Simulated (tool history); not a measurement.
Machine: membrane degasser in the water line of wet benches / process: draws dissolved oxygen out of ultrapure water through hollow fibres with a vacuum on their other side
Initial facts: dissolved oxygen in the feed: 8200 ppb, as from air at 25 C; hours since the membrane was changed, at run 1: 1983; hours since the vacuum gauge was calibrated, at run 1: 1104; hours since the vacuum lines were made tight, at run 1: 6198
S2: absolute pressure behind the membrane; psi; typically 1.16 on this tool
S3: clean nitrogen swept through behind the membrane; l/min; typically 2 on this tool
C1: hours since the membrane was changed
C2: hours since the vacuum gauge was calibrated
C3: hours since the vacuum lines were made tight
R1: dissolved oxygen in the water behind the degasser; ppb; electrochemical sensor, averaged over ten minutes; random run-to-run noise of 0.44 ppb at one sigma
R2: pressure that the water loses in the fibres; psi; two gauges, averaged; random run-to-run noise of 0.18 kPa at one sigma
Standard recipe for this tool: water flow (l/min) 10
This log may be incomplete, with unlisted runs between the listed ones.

run 1 hour=0 | water_flow_(l/min)=10 S2=1.16 S3=2 | C1=1983 C2=1104 C3=6198 | R1=63.7 R2=4.936
run 2 hour=28.2 | water_flow_(l/min)=10 S2=1.16 S3=2 | C1=2011 C2=1132 C3=6226 | R1=64.4 R2=4.939
run 3 hour=72.3 | water_flow_(l/min)=10 S2=1.16 S3=2 | C1=2055 C2=1176 C3=6270 | R1=64.3 R2=4.918
run 4 hour=122 | water_flow_(l/min)=10 S2=1.16 S3=2 | C1=2105 C2=1226 C3=6320 | R1=63.8 R2=4.969
run 5 hour=177.5 | water_flow_(l/min)=10 S2=1.16 S3=2 | C1=2160 C2=1281 C3=6375 | R1=64.4 R2=4.95
run 6 hour=217 | water_flow_(l/min)=10 S2=1.16 S3=2 | C1=2200 C2=1321 C3=6415 | R1=64.7 R2=4.925
run 7 hour=273.6 | water_flow_(l/min)=10 S2=2.302 S3=2 | C1=2256 C2=1377 C3=6471 | R1=164 R2=4.992
run 8 hour=336.3 | water_flow_(l/min)=10 S2=2.302 S3=2 | C1=2319 C2=1440 C3=6534 | R1=165.1 R2=4.972
run 9 hour=363.2 | water_flow_(l/min)=10 S2=1.33 S3=2 | C1=2346 C2=1467 C3=6561 | R1=79.9 R2=4.947
run 10 hour=426.7 | water_flow_(l/min)=10 S2=1.33 S3=2 | C1=2409 C2=1530 C3=6624 | R1=79.7 R2=4.92
run 11 hour=485.6 | water_flow_(l/min)=10 S2=0.835 S3=3.11 | C1=2468 C2=1589 C3=6683 | R1=24.5 R2=4.95
run 12 hour=515 | water_flow_(l/min)=14 S2=1.096 S3=3.11 | C1=2498 C2=1619 C3=6713 | R1=57.8 R2=6.927
run 13 hour=544.9 | water_flow_(l/min)=15 S2=1.16 S3=1.72 | C1=2528 C2=1648 C3=6743 | R1=112.9 R2=7.474
run 14 hour=606.8 | water_flow_(l/min)=9 S2=1.339 S3=2.79 | C1=2590 C2=1710 C3=6804 | R1=53.2 R2=4.515
run 15 hour=653 | water_flow_(l/min)=11 S2=1.68 S3=2.76 | C1=2636 C2=1757 C3=6851 | R1=90.8 R2=5.449
run 16 hour=720 | water_flow_(l/min)=10 S2=1.342 S3=2.44 | C1=2703 C2=1824 C3=6918 | R1=67.8 R2=5.005

4 options for the next run, each taken on its own from the tool as it stands now. Forecast them:
run A hour=775.8 | water_flow_(l/min)=8 S2=0.769 S3=2.24 | C1=2759 C2=1879 C3=6973 | R1=? R2=?
run B hour=775.8 | water_flow_(l/min)=8 S2=1.461 S3=1.42 | C1=2759 C2=1879 C3=6973 | R1=? R2=?
run C hour=775.8 | water_flow_(l/min)=10 S2=0.766 S3=2 | C1=2759 C2=1879 C3=6973 | R1=? R2=?
run D hour=775.8 | water_flow_(l/min)=13 S2=2.123 S3=2.44 | C1=2759 C2=1879 C3=6973 | R1=? R2=?

run=A R1=21.9 R2=3.989
run=B R1=101.4 R2=3.938
run=C R1=30.3 R2=4.947
run=D R1=159.1 R2=6.427
Had the tool no hidden state, the same runs would have come out as:
run=A R1=19.4 R2=3.939
run=B R1=93.3 R2=3.888
run=C R1=27.4 R2=4.885
run=D R1=150.8 R2=6.345
